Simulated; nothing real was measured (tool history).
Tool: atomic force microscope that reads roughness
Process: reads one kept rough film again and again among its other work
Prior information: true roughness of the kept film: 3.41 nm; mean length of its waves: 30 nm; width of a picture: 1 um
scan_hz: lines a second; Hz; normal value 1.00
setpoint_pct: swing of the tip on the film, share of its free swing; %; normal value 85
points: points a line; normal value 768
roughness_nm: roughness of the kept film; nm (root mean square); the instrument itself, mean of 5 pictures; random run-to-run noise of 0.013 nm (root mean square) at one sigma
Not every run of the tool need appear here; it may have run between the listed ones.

run	hour	scan_hz	setpoint_pct	points	roughness_nm
1	0.0	1.00	85	768	2.885
2	27.8	1.57	85	768	2.741
3	46.3	1.57	85	768	2.729
4	72.3	0.97	85	768	2.751
5	86.5	1.00	85	768	2.719
6	97.7	1.00	85	768	2.723
7	116.1	1.00	85	768	2.705
8	128.1	1.00	85	768	2.683
9	141.1	1.00	85	768	2.679
10	158.7	1.00	85	768	2.636
11	177.3	1.00	85	768	2.621
12	190.0	1.00	85	768	2.594
13	203.2	1.00	85	768	2.576
14	220.5	0.51	85	768	2.616

Expected results for the next run?
15	247.2	1.93	85	510	?

{"run 15": {"roughness_nm": 2.386}}
On a tool with no hidden condition, and with the same random variation, this run would have come out at roughness_nm 2.848 nm (root mean square).
